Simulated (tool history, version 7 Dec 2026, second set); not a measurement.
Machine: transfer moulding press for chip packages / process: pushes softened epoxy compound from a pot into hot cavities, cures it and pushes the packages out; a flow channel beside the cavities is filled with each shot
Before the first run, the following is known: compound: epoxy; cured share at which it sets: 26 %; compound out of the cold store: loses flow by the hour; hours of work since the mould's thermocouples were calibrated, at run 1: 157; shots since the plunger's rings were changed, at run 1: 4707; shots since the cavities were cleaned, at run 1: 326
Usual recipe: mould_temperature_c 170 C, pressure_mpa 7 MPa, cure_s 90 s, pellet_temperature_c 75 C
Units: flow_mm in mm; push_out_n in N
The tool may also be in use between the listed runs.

run,hour,mould_temperature_c,pressure_mpa,cure_s,pellet_temperature_c,hours of work since the mould's thermocouples were calibrated,shots since the plunger's rings were changed,shots since the cavities were cleaned,incoming compound's hours out of the cold store,flow_mm,push_out_n
1,0,170,7,90,75,157,4707,326,22,535,697
# hour 16.5: cavities cleaned with cleaning compound and waxed
# hour 36.3: plunger's sealing rings changed
# hour 65.2: cavities cleaned with cleaning compound and waxed
2,86.8,170,7,90,75,209,563,248,11.7,600,630
# hour 110.8: cavities cleaned with cleaning compound and waxed
3,136.1,170,7,90,75,240,1113,292,34.1,517,598
# hour 156.1: cavities cleaned with cleaning compound and waxed
# hour 200.6: cavities cleaned with cleaning compound and waxed
4,217.1,170,7,90,75,289,2009,189,38.3,510,542
# hour 248.9: cavities cleaned with cleaning compound and waxed
5,258.8,164,7,90,75,315,2471,112,43.8,496,712
# hour 296.3: cavities cleaned with cleaning compound and waxed
# hour 344.6: cavities cleaned with cleaning compound and waxed
6,345,170,7,90,75,369,3428,4,27.2,527,393
# hour 387.5: cavities cleaned with cleaning compound and waxed
7,389.8,170,5.61,90,75,396,3927,26,39.5,445,436
# hour 434.7: cavities cleaned with cleaning compound and waxed
8,463.9,170,7,90,75,443,4761,336,31.5,516,658
# hour 480: cavities cleaned with cleaning compound and waxed
# hour 495.5: plunger's sealing rings changed
# hour 531.1: cavities cleaned with cleaning compound and waxed
9,533.1,170,7,90,75,484,416,23,46.6,495,426
# hour 575.9: cavities cleaned with cleaning compound and waxed
10,613.1,170,7,90,75,534,1319,428,21.1,567,698
# hour 623: cavities cleaned with cleaning compound and waxed
# hour 668.5: cavities cleaned with cleaning compound and waxed
11,690.2,170,7,90,75,581,2171,250,18.4,570,618
# hour 711.9: cavities cleaned with cleaning compound and waxed
12,739.4,170,7,90,75,612,2719,316,23.5,554,624
# hour 758.7: cavities cleaned with cleaning compound and waxed
# hour 805.8: cavities cleaned with cleaning compound and waxed
# hour 828.4: mould's thermocouples calibrated
13,828.4,177,5.67,90,75,0,3686,238,21.5,469,464
# hour 859.4: cavities cleaned with cleaning compound and waxed
14,890.1,177,5.67,90,75,39,4377,352,39.7,435,508
# hour 905.4: cavities cleaned with cleaning compound and waxed
15,934.3,177,5.67,90,75,66,4868,331,23.3,475,510
# hour 948.5: cavities cleaned with cleaning compound and waxed
# hour 957: plunger's sealing rings changed
# hour 995: cavities cleaned with cleaning compound and waxed
16,1027.3,165,5.67,90,83,122,792,372,31.4,494,893
# hour 1041.3: cavities cleaned with cleaning compound and waxed
17,1079,170,8.15,89,81,154,1369,433,25.2,595,701
# hour 1085.4: cavities cleaned with cleaning compound and waxed
# hour 1130.1: cavities cleaned with cleaning compound and waxed
18,1146.5,163,7.67,127,76,195,2110,188,43.7,530,471
# hour 1176.9: cavities cleaned with cleaning compound and waxed
19,1203.8,175,5.45,74,73,231,2752,309,10.4,515,766
# hour 1224.6: cavities cleaned with cleaning compound and waxed
20,1248.1,170,7.99,73,80,259,3245,271,46.2,513,932
# hour 1270: cavities cleaned with cleaning compound and waxed
# hour 1314: cavities cleaned with cleaning compound and waxed
21,1340,167,8.05,83,75,316,4267,299,40.2,525,896
# hour 1361.2: cavities cleaned with cleaning compound and waxed
# hour 1409.5: cavities cleaned with cleaning compound and waxed
# hour 1416: plunger's sealing rings changed
22,1432.8,167,6.95,83,75,372,193,238,46.8,490,788
# hour 1460.1: cavities cleaned with cleaning compound and waxed
23,1492.6,170,7,104,75,409,864,374,14.6,588,541
# hour 1504.5: cavities cleaned with cleaning compound and waxed
# hour 1549.2: cavities cleaned with cleaning compound and waxed
24,1567,170,7,97,75,455,1686,205,13.7,579,534

Branching from run 24: 5 alternative next runs. What would each branch give?
# hour 1593.1: cavities cleaned with cleaning compound and waxed
A,1615.3,176,6.12,77,75,485,2223,254,20,?,?
# hour 1593.1: cavities cleaned with cleaning compound and waxed
B,1615.3,168,8.12,90,75,485,2223,254,34.6,?,?
# hour 1593.1: cavities cleaned with cleaning compound and waxed
C,1615.3,170,7.1,100,82,485,2223,254,46.8,?,?
# hour 1593.1: cavities cleaned with cleaning compound and waxed
D,1615.3,165,6.89,118,75,485,2223,254,35.9,?,?
# hour 1593.1: cavities cleaned with cleaning compound and waxed
E,1615.3,177,7,97,79,485,2223,254,31.1,?,?

run,flow_mm,push_out_n
A,512,622
B,565,688
C,483,508
D,511,505
E,529,430
The same runs, with their run-to-run variation unchanged, on a tool lacking any hidden condition would have given:
run,flow_mm,push_out_n
A,527,416
B,582,462
C,497,336
D,526,336
E,545,282
